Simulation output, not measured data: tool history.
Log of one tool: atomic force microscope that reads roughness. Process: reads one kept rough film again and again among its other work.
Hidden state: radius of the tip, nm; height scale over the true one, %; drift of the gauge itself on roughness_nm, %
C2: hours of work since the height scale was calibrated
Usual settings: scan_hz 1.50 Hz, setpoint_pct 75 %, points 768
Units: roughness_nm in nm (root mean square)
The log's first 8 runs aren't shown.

Run 9, hour 194.8: usual settings; pictures with this tip 84; C2 1195. Result: roughness_nm 2.003 nm (root mean square).
At hour 217.9: new tip fitted.
Run 10, hour 231.3: usual settings; pictures with this tip 26; C2 1219. Result: roughness_nm 1.985 nm (root mean square).
Run 11, hour 268.1: usual settings; pictures with this tip 99; C2 1243. Result: roughness_nm 1.989 nm (root mean square).
At hour 282.9: new tip fitted.
Run 12, hour 302.0: usual settings; pictures with this tip 38; C2 1266. Result: roughness_nm 1.987 nm (root mean square).
Run 13, hour 318.7: usual settings but scan_hz 1.39 Hz; pictures with this tip 71; C2 1277. Result: roughness_nm 1.995 nm (root mean square).
Run 14, hour 342.6: usual settings but setpoint_pct 86 %; pictures with this tip 118; C2 1293. Result: roughness_nm 1.911 nm (root mean square).
At hour 347.8: new tip fitted.
Run 15, hour 377.6: usual settings but setpoint_pct 86 %; pictures with this tip 59; C2 1316. Result: roughness_nm 1.913 nm (root mean square).
Run 16, hour 402.0: usual settings but setpoint_pct 86 %; pictures with this tip 108; C2 1332. Result: roughness_nm 1.912 nm (root mean square).
At hour 411.6: new tip fitted.
Run 17, hour 443.2: usual settings but scan_hz 2.86 Hz; pictures with this tip 62; C2 1359. Result: roughness_nm 1.898 nm (root mean square).
Run 18, hour 460.0: usual settings but scan_hz 2.86 Hz; pictures with this tip 95; C2 1370. Result: roughness_nm 1.899 nm (root mean square).
At hour 478.3: new tip fitted.
Run 19, hour 481.8: usual settings but scan_hz 0.83 Hz, points 589; pictures with this tip 7; C2 1384. Result: roughness_nm 2.036 nm (root mean square).
Run 20, hour 499.5: usual settings but scan_hz 3.73 Hz, setpoint_pct 87 %, points 589; pictures with this tip 42; C2 1396. Result: roughness_nm 1.672 nm (root mean square).
Run 21, hour 531.7: usual settings but scan_hz 3.73 Hz, setpoint_pct 87 %, points 589; pictures with this tip 106; C2 1418. Result: roughness_nm 1.660 nm (root mean square).
At hour 541.8: new tip fitted.
Run 22, hour 563.5: usual settings but scan_hz 3.73 Hz, setpoint_pct 87 %, points 589; pictures with this tip 43; C2 1439. Result: roughness_nm 1.664 nm (root mean square).
Run 23, hour 586.7: usual settings but scan_hz 3.73 Hz, setpoint_pct 87 %, points 589; pictures with this tip 88; C2 1454. Result: roughness_nm 1.675 nm (root mean square).
At hour 606.8: new tip fitted.
Run 24, hour 611.3: usual settings but scan_hz 3.73 Hz, setpoint_pct 87 %, points 589; pictures with this tip 9; C2 1470. Result: roughness_nm 1.678 nm (root mean square).

Forecast run 25:
Run 25, hour 642.7: usual settings but scan_hz 2.92 Hz, setpoint_pct 62 %, points 270; pictures with this tip 71; C2 1491. Result: roughness_nm ?.

Run 25 gave roughness_nm 1.992 nm (root mean square).
Without the tool's hidden state the same run would have given roughness_nm 1.994 nm (root mean square).
